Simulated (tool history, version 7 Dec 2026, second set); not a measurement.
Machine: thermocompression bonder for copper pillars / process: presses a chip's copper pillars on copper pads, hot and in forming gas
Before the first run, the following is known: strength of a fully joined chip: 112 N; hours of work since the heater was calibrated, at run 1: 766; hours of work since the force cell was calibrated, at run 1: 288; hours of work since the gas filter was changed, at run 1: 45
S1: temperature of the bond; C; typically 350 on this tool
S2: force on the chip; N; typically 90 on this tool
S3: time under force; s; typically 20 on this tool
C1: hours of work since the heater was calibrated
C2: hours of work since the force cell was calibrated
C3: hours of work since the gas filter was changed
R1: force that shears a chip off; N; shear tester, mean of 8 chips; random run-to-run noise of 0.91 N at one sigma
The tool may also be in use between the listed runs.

Run 1, hour 0.0: usual settings; C1 766; C2 288; C3 45. Result: R1 70.8 N.
Run 2, hour 21.4: usual settings; C1 776; C2 298; C3 54. Result: R1 69.9 N.
Run 3, hour 42.6: usual settings; C1 786; C2 307; C3 64. Result: R1 68.6 N.
Run 4, hour 71.4: usual settings but S1 337 C; C1 798; C2 320; C3 77. Result: R1 62.3 N.
Run 5, hour 98.1: usual settings but S2 62 N; C1 810; C2 332; C3 89. Result: R1 53.2 N.
Run 6, hour 131.9: usual settings but S2 62 N; C1 826; C2 347; C3 104. Result: R1 52.9 N.
Run 7, hour 159.3: usual settings but S3 33 s; C1 838; C2 359; C3 116. Result: R1 78.2 N.
Run 8, hour 177.5: usual settings but S3 12 s; C1 846; C2 368; C3 124. Result: R1 57.6 N.
At hour 184.8: heater calibrated with a thermocouple chip.
Run 9, hour 197.6: usual settings but S3 12 s; C1 6; C2 376; C3 132. Result: R1 59.5 N.
Run 10, hour 226.4: usual settings; C1 19; C2 389; C3 145. Result: R1 69.0 N.
At hour 260.0: forming gas filter changed.
Run 11, hour 260.0: usual settings but S1 375 C; C1 33; C2 403; C3 0. Result: R1 88.9 N.
Run 12, hour 281.0: usual settings but S1 375 C; C1 43; C2 413; C3 9. Result: R1 84.7 N.
Run 13, hour 308.2: usual settings but S2 54 N; C1 55; C2 425; C3 22. Result: R1 53.0 N.
Run 14, hour 333.1: usual settings; C1 66; C2 436; C3 33. Result: R1 74.2 N.
Run 15, hour 348.0: usual settings but S3 26 s; C1 73; C2 443; C3 39. Result: R1 79.5 N.
Run 16, hour 383.5: usual settings but S3 26 s; C1 89; C2 459; C3 55. Result: R1 78.3 N.
Run 17, hour 400.4: usual settings but S3 59 s; C1 96; C2 466; C3 63. Result: R1 92.6 N.
Run 18, hour 431.6: usual settings but S3 59 s; C1 110; C2 480; C3 77. Result: R1 90.1 N.
Run 19, hour 449.9: usual settings but S3 59 s; C1 118; C2 488; C3 85. Result: R1 92.7 N.
Run 20, hour 478.4: usual settings but S3 36 s; C1 131; C2 501; C3 98. Result: R1 81.7 N.
Run 21, hour 512.5: usual settings but S2 101 N, S3 58 s; C1 146; C2 516; C3 113. Result: R1 91.6 N.
Run 22, hour 541.7: usual settings but S1 354 C, S2 101 N, S3 58 s; C1 160; C2 530; C3 126. Result: R1 92.3 N.
Run 23, hour 574.2: usual settings but S1 355 C, S2 89 N, S3 28 s; C1 174; C2 544; C3 141. Result: R1 77.3 N.
Run 24, hour 600.8: usual settings but S1 355 C, S2 89 N, S3 28 s; C1 186; C2 556; C3 153. Result: R1 75.8 N.
At hour 618.3: forming gas filter changed.
Run 25, hour 632.3: usual settings but S1 357 C, S2 117 N, S3 13 s; C1 200; C2 570; C3 6. Result: R1 80.7 N.
At hour 636.4: force cell calibrated.
Run 26, hour 650.1: usual settings but S1 345 C, S2 74 N; C1 207; C2 6; C3 14. Result: R1 62.0 N.
Run 27, hour 679.1: usual settings but S1 321 C, S2 62 N, S3 13 s; C1 220; C2 19; C3 27. Result: R1 36.0 N.
Run 28, hour 698.5: usual settings but S1 347 C, S2 133 N; C1 229; C2 28; C3 35. Result: R1 86.4 N.
Run 29, hour 721.2: usual settings but S1 347 C, S2 133 N; C1 239; C2 38; C3 45. Result: R1 86.8 N.
Run 30, hour 742.5: usual settings but S1 342 C, S2 82 N; C1 248; C2 47; C3 55. Result: R1 63.7 N.
At hour 747.0: force cell calibrated, once more.
Run 31, hour 777.0: usual settings but S1 342 C, S2 82 N; C1 263; C2 13; C3 70. Result: R1 64.9 N.
Run 32, hour 809.7: usual settings but S1 353 C, S2 82 N, S3 15 s; C1 278; C2 28; C3 84. Result: R1 63.1 N.
Run 33, hour 832.9: usual settings but S1 321 C, S2 82 N, S3 23 s; C1 288; C2 38; C3 95. Result: R1 57.0 N.
Run 34, hour 857.5: usual settings but S1 321 C, S2 113 N, S3 42 s; C1 299; C2 49; C3 106. Result: R1 81.4 N.
Run 35, hour 889.3: usual settings but S1 321 C, S2 58 N, S3 42 s; C1 314; C2 64; C3 120. Result: R1 52.5 N.
Run 36, hour 917.7: usual settings but S1 321 C, S2 58 N, S3 42 s; C1 326; C2 76; C3 133. Result: R1 50.7 N.
Run 37, hour 947.5: usual settings but S1 340 C, S2 124 N, S3 21 s; C1 340; C2 90; C3 146. Result: R1 79.2 N.
Run 38, hour 968.9: usual settings but S1 327 C; C1 349; C2 99; C3 156. Result: R1 56.8 N.
At hour 978.6: forming gas filter changed.
Run 39, hour 1004.1: usual settings but S1 327 C; C1 365; C2 115; C3 11. Result: R1 61.2 N.
Run 40, hour 1040.2: usual settings but S1 327 C; C1 381; C2 131; C3 28. Result: R1 61.6 N.

Some steps in R1, run to run, broken into two amounts with sign: the step expected even without the hidden condition (settings, incoming material, random variation), and the rest, left for the hidden condition together with whatever gauge scatter is not in both the measured and the hidden-condition-free result:
The hidden state here: true temperature of the bond over the reading, C; force that reaches the chip, % of what is set; oxide that the forming gas leaves, % of the face; drift of the gauge itself on shear_n, %.
Run 10 -> 11: S1 350 -> 375, forming gas filter changed. R1 +19.9 N: hidden state +5.9, all else +14.0.
Run 12 -> 13: S1 375 -> 350, S2 90 -> 54. R1 -31.7 N: hidden state -0.3, all else -31.4.
Run 24 -> 25: S1 355 -> 357, S2 89 -> 117, S3 28 -> 13, forming gas filter changed. R1 +4.9 N: hidden state +6.0, all else -1.1.
Run 27 -> 28: S1 321 -> 347, S2 62 -> 133, S3 13 -> 20. R1 +50.4 N: hidden state -1.3, all else +51.7.
Run 34 -> 35: S2 113 -> 58. R1 -28.9 N: hidden state +1.1, all else -30.0.
Run 38 -> 39: forming gas filter changed. R1 +4.4 N: hidden state +4.4, all else +0.0.
